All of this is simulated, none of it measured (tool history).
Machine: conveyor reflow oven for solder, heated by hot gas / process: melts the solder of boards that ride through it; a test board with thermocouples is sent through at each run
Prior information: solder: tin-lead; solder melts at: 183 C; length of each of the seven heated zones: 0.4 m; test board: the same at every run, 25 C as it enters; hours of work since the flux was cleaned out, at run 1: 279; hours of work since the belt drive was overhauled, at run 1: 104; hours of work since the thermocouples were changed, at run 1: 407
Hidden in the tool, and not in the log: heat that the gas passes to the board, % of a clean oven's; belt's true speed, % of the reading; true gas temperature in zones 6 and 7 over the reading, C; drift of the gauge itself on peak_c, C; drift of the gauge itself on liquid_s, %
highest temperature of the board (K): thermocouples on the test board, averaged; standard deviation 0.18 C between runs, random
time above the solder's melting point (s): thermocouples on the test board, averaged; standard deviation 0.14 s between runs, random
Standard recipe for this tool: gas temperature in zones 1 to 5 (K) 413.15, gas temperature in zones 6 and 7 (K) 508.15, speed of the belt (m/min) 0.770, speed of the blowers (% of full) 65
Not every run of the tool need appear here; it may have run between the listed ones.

run	hour	gas temperature in zones 1 to 5 (K)	gas temperature in zones 6 and 7 (K)	speed of the belt (m/min)	speed of the blowers (% of full)	hours of work since the flux was cleaned out	hours of work since the belt drive was overhauled	hours of work since the thermocouples were changed	highest temperature of the board (K)	time above the solder's melting point (s)
1	0.0	413.15	508.15	0.770	65	279	104	407	484.95	42.6
2	12.8	413.15	508.15	0.770	65	286	110	414	485.15	42.5
3	24.9	413.15	508.15	0.770	65	292	116	420	485.15	42.3
4	33.7	413.15	508.15	0.784	65	296	121	424	484.25	41.1
5	47.9	413.15	508.15	0.770	65	303	128	431	485.05	42.3
6	61.1	413.15	508.15	0.770	65	310	135	438	484.45	42.5
7	80.0	413.15	508.15	0.770	65	319	144	447	484.85	42.2
8	89.6	413.15	508.15	0.770	65	324	149	452	484.35	42.3
9	101.6	413.15	508.15	0.770	65	330	155	458	484.75	42.2
10	118.3	413.15	508.15	0.770	65	338	163	467	484.95	42.1
11	129.7	413.15	508.15	0.770	65	344	169	472	485.05	42.3
12	139.4	413.15	508.15	0.770	65	349	174	477	484.35	41.9
13	153.1	413.15	508.15	0.770	77	356	180	484	487.75	44.9
14	166.5	413.15	508.15	0.770	77	362	187	491	487.65	44.9
# hour 172.2: belt drive overhauled, speed set with a stopwatch
15	179.5	413.15	508.15	0.770	77	367	4	495	487.45	44.9
16	187.5	413.15	508.15	0.770	74	371	8	499	487.15	44.3
17	195.7	413.15	510.15	0.770	65	375	12	503	485.95	43.6
18	204.8	413.15	510.15	0.770	65	379	16	508	485.85	43.4

Expected results for the next run?
19	214.7	413.15	511.15	0.853	72	384	21	513	?	?

For run 19 the tool returned highest temperature of the board (K) 485.05, time above the solder's melting point (s) 37.6.
Were there no unlogged condition in the tool, this run, its random variation unchanged, would have produced highest temperature of the board (K) 487.95, time above the solder's melting point (s) 39.8.

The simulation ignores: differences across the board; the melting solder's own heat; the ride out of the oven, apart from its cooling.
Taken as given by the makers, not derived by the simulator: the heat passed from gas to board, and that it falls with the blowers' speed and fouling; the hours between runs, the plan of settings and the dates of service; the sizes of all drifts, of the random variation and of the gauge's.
